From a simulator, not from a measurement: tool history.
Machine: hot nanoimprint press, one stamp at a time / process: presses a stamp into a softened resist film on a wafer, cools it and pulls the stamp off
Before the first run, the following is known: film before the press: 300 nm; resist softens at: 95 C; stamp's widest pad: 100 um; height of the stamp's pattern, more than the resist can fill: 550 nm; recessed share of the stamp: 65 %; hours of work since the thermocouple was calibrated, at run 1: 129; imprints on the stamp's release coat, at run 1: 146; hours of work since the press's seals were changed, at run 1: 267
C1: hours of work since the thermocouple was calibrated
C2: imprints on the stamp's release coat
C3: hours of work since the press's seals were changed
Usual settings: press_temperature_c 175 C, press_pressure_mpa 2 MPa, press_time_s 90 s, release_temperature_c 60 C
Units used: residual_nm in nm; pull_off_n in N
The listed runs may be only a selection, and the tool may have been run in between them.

run 1 hour=0 | press_temperature_c=175 press_pressure_mpa=2 press_time_s=90 release_temperature_c=60 | C1=129 C2=146 C3=267 | residual_nm=114.3 pull_off_n=247
run 2 hour=14.3 | press_temperature_c=175 press_pressure_mpa=2 press_time_s=78 release_temperature_c=60 | C1=137 C2=210 C3=275 | residual_nm=120.8 pull_off_n=256
run 3 hour=27.1 | press_temperature_c=175 press_pressure_mpa=2 press_time_s=90 release_temperature_c=60 | C1=144 C2=267 C3=283 | residual_nm=114.1 pull_off_n=259
run 4 hour=41.7 | press_temperature_c=175 press_pressure_mpa=2 press_time_s=90 release_temperature_c=47 | C1=153 C2=332 C3=291 | residual_nm=114.8 pull_off_n=358
run 5 hour=57 | press_temperature_c=175 press_pressure_mpa=2 press_time_s=90 release_temperature_c=47 | C1=161 C2=401 C3=299 | residual_nm=114.5 pull_off_n=371
run 6 hour=68.4 | press_temperature_c=175 press_pressure_mpa=2 press_time_s=90 release_temperature_c=47 | C1=168 C2=452 C3=306 | residual_nm=114.7 pull_off_n=378
-- hour=86.6 stamp cleaned and given a new release coat
run 7 hour=87.8 | press_temperature_c=175 press_pressure_mpa=2 press_time_s=90 release_temperature_c=47 | C1=175 C2=5 C3=313 | residual_nm=114.9 pull_off_n=339
run 8 hour=100.9 | press_temperature_c=175 press_pressure_mpa=2 press_time_s=90 release_temperature_c=47 | C1=182 C2=64 C3=321 | residual_nm=114.3 pull_off_n=339
run 9 hour=116.5 | press_temperature_c=175 press_pressure_mpa=2 press_time_s=90 release_temperature_c=47 | C1=191 C2=133 C3=329 | residual_nm=114.9 pull_off_n=334
run 10 hour=127.7 | press_temperature_c=175 press_pressure_mpa=2 press_time_s=90 release_temperature_c=47 | C1=197 C2=183 C3=336 | residual_nm=114.7 pull_off_n=351
run 11 hour=141 | press_temperature_c=175 press_pressure_mpa=2 press_time_s=90 release_temperature_c=47 | C1=205 C2=243 C3=343 | residual_nm=115.1 pull_off_n=344
run 12 hour=154.4 | press_temperature_c=184 press_pressure_mpa=2 press_time_s=90 release_temperature_c=47 | C1=213 C2=303 C3=351 | residual_nm=91.3 pull_off_n=357
run 13 hour=163.2 | press_temperature_c=184 press_pressure_mpa=2 press_time_s=90 release_temperature_c=54 | C1=217 C2=342 C3=356 | residual_nm=90.9 pull_off_n=309
run 14 hour=178.5 | press_temperature_c=184 press_pressure_mpa=2 press_time_s=90 release_temperature_c=54 | C1=226 C2=411 C3=364 | residual_nm=90.9 pull_off_n=313
run 15 hour=192.9 | press_temperature_c=175 press_pressure_mpa=2 press_time_s=90 release_temperature_c=60 | C1=234 C2=475 C3=372 | residual_nm=115.2 pull_off_n=273
run 16 hour=200 | press_temperature_c=175 press_pressure_mpa=1.84 press_time_s=90 release_temperature_c=60 | C1=238 C2=506 C3=376 | residual_nm=120.7 pull_off_n=276
-- hour=207.4 stamp cleaned and given a new release coat
run 17 hour=219.4 | press_temperature_c=170 press_pressure_mpa=2 press_time_s=167 release_temperature_c=52 | C1=246 C2=54 C3=384 | residual_nm=104.7 pull_off_n=301
run 18 hour=228.1 | press_temperature_c=170 press_pressure_mpa=2 press_time_s=167 release_temperature_c=52 | C1=250 C2=92 C3=389 | residual_nm=104.9 pull_off_n=308
-- hour=231.8 plate thermocouple calibrated
run 19 hour=242.8 | press_temperature_c=169 press_pressure_mpa=2 press_time_s=71 release_temperature_c=52 | C1=6 C2=145 C3=395 | residual_nm=148.2 pull_off_n=305
run 20 hour=253.1 | press_temperature_c=169 press_pressure_mpa=2 press_time_s=71 release_temperature_c=52 | C1=12 C2=191 C3=401 | residual_nm=148.2 pull_off_n=319
run 21 hour=267.1 | press_temperature_c=167 press_pressure_mpa=2 press_time_s=50 release_temperature_c=60 | C1=20 C2=254 C3=409 | residual_nm=174.4 pull_off_n=252
run 22 hour=281.8 | press_temperature_c=166 press_pressure_mpa=1.27 press_time_s=72 release_temperature_c=59 | C1=28 C2=319 C3=417 | residual_nm=192.5 pull_off_n=273
-- hour=287.1 plate thermocouple calibrated, once more
run 23 hour=296.8 | press_temperature_c=166 press_pressure_mpa=1.27 press_time_s=72 release_temperature_c=59 | C1=5 C2=373 C3=424 | residual_nm=189 pull_off_n=266
run 24 hour=309.9 | press_temperature_c=183 press_pressure_mpa=2.38 press_time_s=54 release_temperature_c=59 | C1=13 C2=431 C3=431 | residual_nm=102.5 pull_off_n=270
run 25 hour=324.9 | press_temperature_c=183 press_pressure_mpa=2.38 press_time_s=53 release_temperature_c=49 | C1=21 C2=498 C3=440 | residual_nm=103.4 pull_off_n=355
-- hour=333.6 stamp cleaned and given a new release coat
run 26 hour=339.8 | press_temperature_c=172 press_pressure_mpa=2.53 press_time_s=160 release_temperature_c=66 | C1=26 C2=27 C3=445 | residual_nm=87.2 pull_off_n=193
run 27 hour=348.9 | press_temperature_c=173 press_pressure_mpa=2 press_time_s=90 release_temperature_c=60 | C1=31 C2=68 C3=450 | residual_nm=119 pull_off_n=249
run 28 hour=356.7 | press_temperature_c=175 press_pressure_mpa=2 press_time_s=99 release_temperature_c=53 | C1=36 C2=103 C3=454 | residual_nm=109.5 pull_off_n=292
run 29 hour=364.3 | press_temperature_c=165 press_pressure_mpa=2 press_time_s=99 release_temperature_c=47 | C1=40 C2=137 C3=458 | residual_nm=144.6 pull_off_n=339

For each run, the measured value with the value that run would have given without the tool's hidden condition subtracted. The run-to-run variation is shared by both, the gauge scatter possibly not:
What the log doesn't record here: true temperature over the reading, C; pressure that arrives at the usual setting, %; grip of the stamp's worn release coat, % over a new coat's; drift of the gauge itself on residual_nm, %; drift of the gauge itself on pull_off_n, %.
run=1 residual_nm=+1.9 pull_off_n=+12
run=2 residual_nm=+2 pull_off_n=+16
run=3 residual_nm=+2 pull_off_n=+20
run=4 residual_nm=+2.1 pull_off_n=+32
run=5 residual_nm=+2.1 pull_off_n=+39
run=6 residual_nm=+2.2 pull_off_n=+44
run=7 residual_nm=+2.3 pull_off_n=+4
run=8 residual_nm=+2.3 pull_off_n=+9
run=9 residual_nm=+2.3 pull_off_n=+15
run=10 residual_nm=+2.4 pull_off_n=+20
run=11 residual_nm=+2.5 pull_off_n=+24
run=12 residual_nm=+1.9 pull_off_n=+31
run=13 residual_nm=+1.9 pull_off_n=+29
run=14 residual_nm=+2 pull_off_n=+35
run=15 residual_nm=+2.7 pull_off_n=+35
run=16 residual_nm=+2.7 pull_off_n=+38
run=17 residual_nm=+2.6 pull_off_n=+8
run=18 residual_nm=+2.7 pull_off_n=+12
run=19 residual_nm=+3.8 pull_off_n=+16
run=20 residual_nm=+3.9 pull_off_n=+21
run=21 residual_nm=+4.3 pull_off_n=+21
run=22 residual_nm=+4 pull_off_n=+27
run=23 residual_nm=+0.1 pull_off_n=+24
run=24 residual_nm=+0.7 pull_off_n=+27
run=25 residual_nm=+0.8 pull_off_n=+41
run=26 residual_nm=+0.8 pull_off_n=+0
run=27 residual_nm=+0.7 pull_off_n=+4
run=28 residual_nm=+0.7 pull_off_n=+7
run=29 residual_nm=+0.8 pull_off_n=+11
